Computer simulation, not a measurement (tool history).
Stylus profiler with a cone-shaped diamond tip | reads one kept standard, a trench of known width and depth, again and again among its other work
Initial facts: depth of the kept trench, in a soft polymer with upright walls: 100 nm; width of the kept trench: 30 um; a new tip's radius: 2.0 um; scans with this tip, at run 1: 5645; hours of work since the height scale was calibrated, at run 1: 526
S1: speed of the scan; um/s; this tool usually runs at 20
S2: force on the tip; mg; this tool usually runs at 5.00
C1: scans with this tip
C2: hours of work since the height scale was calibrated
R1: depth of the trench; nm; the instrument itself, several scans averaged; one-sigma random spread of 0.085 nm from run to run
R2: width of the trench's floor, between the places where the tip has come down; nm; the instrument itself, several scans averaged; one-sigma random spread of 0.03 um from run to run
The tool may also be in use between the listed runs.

Run 1, day 0.000: usual settings; C1 5645; C2 526. Result: R1 102.37 nm, R2 28580 nm.
Run 2, day 1.250: usual settings; C1 5889; C2 549. Result: R1 102.31 nm, R2 28600 nm.
Run 3, day 1.900: usual settings but S1 8 um/s; C1 6016; C2 560. Result: R1 102.23 nm, R2 28630 nm.
Run 4, day 2.758: usual settings but S1 8 um/s; C1 6183; C2 576. Result: R1 102.15 nm, R2 28620 nm.
Run 5, day 3.496: usual settings; C1 6328; C2 589. Result: R1 102.24 nm, R2 28520 nm.
Run 6, day 4.796: usual settings; C1 6582; C2 613. Result: R1 102.62 nm, R2 28610 nm.
Run 7, day 5.454: usual settings; C1 6710; C2 625. Result: R1 102.30 nm, R2 28560 nm.
Run 8, day 6.346: usual settings but S1 44 um/s; C1 6885; C2 641. Result: R1 102.33 nm, R2 28550 nm.
Run 9, day 7.662: usual settings but S2 4.10 mg; C1 7142; C2 665. Result: R1 102.05 nm, R2 28530 nm.
Run 10, day 8.762: usual settings but S2 4.10 mg; C1 7357; C2 685. Result: R1 101.91 nm, R2 28530 nm.
Run 11, day 9.429: usual settings but S2 4.10 mg; C1 7487; C2 697. Result: R1 101.96 nm, R2 28500 nm.
Run 12, day 10.379: usual settings but S1 54 um/s; C1 7673; C2 715. Result: R1 102.38 nm, R2 28550 nm.
Run 13, day 11.754: usual settings but S1 45 um/s; C1 7941; C2 740. Result: R1 102.36 nm, R2 28480 nm.
Run 14, day 12.733: usual settings but S1 45 um/s; C1 8133; C2 758. Result: R1 102.26 nm, R2 28470 nm.
Run 15, day 13.817: usual settings but S2 2.06 mg; C1 8344; C2 777. Result: R1 101.61 nm, R2 28510 nm.
Run 16, day 14.675: usual settings but S1 8 um/s; C1 8513; C2 793. Result: R1 102.50 nm, R2 28540 nm.
At day 14.762: height scale calibrated on a step standard.
Run 17, day 15.421: usual settings but S1 8 um/s; C1 8654; C2 12. Result: R1 102.65 nm, R2 28560 nm.
Run 18, day 16.138: usual settings but S1 8 um/s; C1 8794; C2 25. Result: R1 102.73 nm, R2 28540 nm.
Run 19, day 17.100: usual settings but S1 11 um/s, S2 2.70 mg; C1 8982; C2 43. Result: R1 102.19 nm, R2 28460 nm.
Run 20, day 18.125: usual settings but S1 11 um/s, S2 2.70 mg; C1 9183; C2 61. Result: R1 102.03 nm, R2 28530 nm.
Run 21, day 18.804: usual settings but S2 3.12 mg; C1 9315; C2 74. Result: R1 102.25 nm, R2 28500 nm.
Run 22, day 19.517: usual settings but S1 38 um/s, S2 4.39 mg; C1 9454; C2 87. Result: R1 102.51 nm, R2 28460 nm.
Run 23, day 20.271: usual settings but S1 22 um/s, S2 3.00 mg; C1 9602; C2 100. Result: R1 102.18 nm, R2 28520 nm.
At day 20.629: height scale calibrated on a step standard, once more.
Run 24, day 21.079: usual settings but S1 22 um/s, S2 3.00 mg; C1 9756; C2 8. Result: R1 101.28 nm, R2 28460 nm.
Run 25, day 22.229: usual settings but S2 5.31 mg; C1 9980; C2 29. Result: R1 101.96 nm, R2 28450 nm.
Run 26, day 23.358: usual settings but S2 5.31 mg; C1 10201; C2 50. Result: R1 102.08 nm, R2 28450 nm.
Run 27, day 24.621: usual settings but S1 22 um/s, S2 3.54 mg; C1 10448; C2 73. Result: R1 101.65 nm, R2 28470 nm.
Run 28, day 25.921: usual settings but S1 73 um/s, S2 2.25 mg; C1 10702; C2 96. Result: R1 101.07 nm, R2 28310 nm.
Run 29, day 26.771: usual settings but S1 16 um/s, S2 4.40 mg; C1 10868; C2 112. Result: R1 101.81 nm, R2 28430 nm.
Run 30, day 27.392: usual settings but S1 16 um/s, S2 4.40 mg; C1 10990; C2 123. Result: R1 101.89 nm, R2 28450 nm.
Run 31, day 28.312: usual settings but S1 26 um/s; C1 11170; C2 140. Result: R1 101.86 nm, R2 28410 nm.
Run 32, day 29.550: usual settings but S1 6 um/s, S2 13.46 mg; C1 11411; C2 162. Result: R1 103.88 nm, R2 28430 nm.
Run 33, day 30.454: usual settings but S1 28 um/s, S2 5.70 mg; C1 11588; C2 179. Result: R1 102.20 nm, R2 28410 nm.
Run 34, day 31.008: usual settings but S2 3.97 mg; C1 11697; C2 189. Result: R1 101.72 nm, R2 28400 nm.
Run 35, day 31.617: usual settings but S1 9 um/s, S2 13.99 mg; C1 11815; C2 200. Result: R1 104.15 nm, R2 28470 nm.

Branching from run 35: 3 alternative next runs. What would each branch give?
Run A, day 32.754: usual settings but S1 74 um/s, S2 3.41 mg; C1 12038; C2 221. Result: R1 ?, R2 ?.
Run B, day 32.754: usual settings but S1 7 um/s, S2 2.96 mg; C1 12038; C2 221. Result: R1 ?, R2 ?.
Run C, day 32.754: usual settings but S1 39 um/s, S2 4.04 mg; C1 12038; C2 221. Result: R1 ?, R2 ?.

run      R1     R2
  A  101.60  28290
  B  101.52  28450
  C  101.81  28390
Had the tool no hidden state, the same runs would have come out as:
run      R1     R2
  A  101.54  28570
  B  101.46  28730
  C  101.75  28670

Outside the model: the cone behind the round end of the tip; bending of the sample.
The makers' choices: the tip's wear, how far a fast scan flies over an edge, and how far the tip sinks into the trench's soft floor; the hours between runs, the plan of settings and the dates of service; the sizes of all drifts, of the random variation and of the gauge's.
